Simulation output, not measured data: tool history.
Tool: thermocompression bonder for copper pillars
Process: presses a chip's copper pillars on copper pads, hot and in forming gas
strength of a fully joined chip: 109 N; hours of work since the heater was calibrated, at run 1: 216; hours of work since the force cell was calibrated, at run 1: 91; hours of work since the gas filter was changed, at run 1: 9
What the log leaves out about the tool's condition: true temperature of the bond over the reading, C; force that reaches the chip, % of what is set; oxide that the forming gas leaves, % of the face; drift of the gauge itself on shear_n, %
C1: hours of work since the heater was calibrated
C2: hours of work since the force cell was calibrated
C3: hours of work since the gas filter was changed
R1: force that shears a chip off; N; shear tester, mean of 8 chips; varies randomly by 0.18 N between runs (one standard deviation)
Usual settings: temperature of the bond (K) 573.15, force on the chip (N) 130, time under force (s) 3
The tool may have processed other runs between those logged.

{"run": 1, "hour": 0.0, "temperature of the bond (K)": 573.15, "force on the chip (N)": 130, "time under force (s)": 3, "C1": 216, "C2": 91, "C3": 9, "R1": 47.4}
{"run": 2, "hour": 33.1, "temperature of the bond (K)": 573.15, "force on the chip (N)": 130, "time under force (s)": 3, "C1": 238, "C2": 112, "C3": 31, "R1": 47.6}
{"run": 3, "hour": 58.5, "temperature of the bond (K)": 566.15, "force on the chip (N)": 130, "time under force (s)": 3, "C1": 254, "C2": 129, "C3": 47, "R1": 45.0}
{"run": 4, "hour": 79.8, "temperature of the bond (K)": 567.15, "force on the chip (N)": 130, "time under force (s)": 3, "C1": 268, "C2": 143, "C3": 61, "R1": 45.2}
{"run": 5, "hour": 97.9, "temperature of the bond (K)": 567.15, "force on the chip (N)": 188, "time under force (s)": 3, "C1": 280, "C2": 155, "C3": 73, "R1": 56.0}
{"run": 6, "hour": 115.9, "temperature of the bond (K)": 573.15, "force on the chip (N)": 105, "time under force (s)": 3, "C1": 292, "C2": 166, "C3": 85, "R1": 41.3}
{"run": 7, "hour": 135.6, "temperature of the bond (K)": 544.15, "force on the chip (N)": 130, "time under force (s)": 3, "C1": 304, "C2": 179, "C3": 97, "R1": 36.5}
{"run": 8, "hour": 157.0, "temperature of the bond (K)": 544.15, "force on the chip (N)": 130, "time under force (s)": 3, "C1": 318, "C2": 193, "C3": 111, "R1": 36.5}
{"run": 9, "hour": 183.9, "temperature of the bond (K)": 573.15, "force on the chip (N)": 130, "time under force (s)": 3, "C1": 336, "C2": 211, "C3": 129, "R1": 47.0}
{"run": 10, "hour": 205.2, "temperature of the bond (K)": 589.15, "force on the chip (N)": 130, "time under force (s)": 3, "C1": 350, "C2": 224, "C3": 143, "R1": 53.0}
{"run": 11, "hour": 225.8, "temperature of the bond (K)": 573.15, "force on the chip (N)": 130, "time under force (s)": 3, "C1": 363, "C2": 238, "C3": 156, "R1": 46.8}
{"run": 12, "hour": 244.0, "temperature of the bond (K)": 558.15, "force on the chip (N)": 127, "time under force (s)": 6, "C1": 375, "C2": 250, "C3": 168, "R1": 52.1}
{"run": 13, "hour": 260.4, "temperature of the bond (K)": 558.15, "force on the chip (N)": 127, "time under force (s)": 6, "C1": 386, "C2": 260, "C3": 179, "R1": 52.6}
{"run": 14, "hour": 281.7, "temperature of the bond (K)": 573.15, "force on the chip (N)": 130, "time under force (s)": 3, "C1": 400, "C2": 274, "C3": 193, "R1": 46.8}
{"run": 15, "hour": 302.6, "temperature of the bond (K)": 589.15, "force on the chip (N)": 180, "time under force (s)": 3, "C1": 413, "C2": 288, "C3": 206, "R1": 63.0}
{"run": 16, "hour": 336.6, "temperature of the bond (K)": 590.15, "force on the chip (N)": 130, "time under force (s)": 3, "C1": 435, "C2": 310, "C3": 228, "R1": 52.9}
{"run": 17, "hour": 369.3, "temperature of the bond (K)": 573.15, "force on the chip (N)": 194, "time under force (s)": 4, "C1": 457, "C2": 331, "C3": 250, "R1": 64.1}
{"hour": 386.3, "done": "forming gas filter changed"}
{"run": 18, "hour": 387.7, "temperature of the bond (K)": 573.15, "force on the chip (N)": 154, "time under force (s)": 3, "C1": 468, "C2": 343, "C3": 1, "R1": 53.7}

Alternative continuations, all from the tool just after run 18; predict every row:
{"run": "A", "hour": 423.0, "temperature of the bond (K)": 578.15, "force on the chip (N)": 154, "time under force (s)": 3, "C1": 491, "C2": 366, "C3": 24, "R1": "?"}
{"run": "B", "hour": 423.0, "temperature of the bond (K)": 570.15, "force on the chip (N)": 154, "time under force (s)": 5, "C1": 491, "C2": 366, "C3": 24, "R1": "?"}
{"run": "C", "hour": 423.0, "temperature of the bond (K)": 573.15, "force on the chip (N)": 150, "time under force (s)": 8, "C1": 491, "C2": 366, "C3": 24, "R1": "?"}
{"run": "D", "hour": 423.0, "temperature of the bond (K)": 558.15, "force on the chip (N)": 101, "time under force (s)": 3, "C1": 491, "C2": 366, "C3": 24, "R1": "?"}
{"run": "E", "hour": 423.0, "temperature of the bond (K)": 557.15, "force on the chip (N)": 130, "time under force (s)": 3, "C1": 491, "C2": 366, "C3": 24, "R1": "?"}

run=A R1=55.2
run=B R1=61.8
run=C R1=71.4
run=D R1=35.8
run=E R1=42.0
What these runs would have given with no unlogged condition in the tool:
run=A R1=54.4
run=B R1=60.9
run=C R1=70.5
run=D R1=35.1
run=E R1=41.3
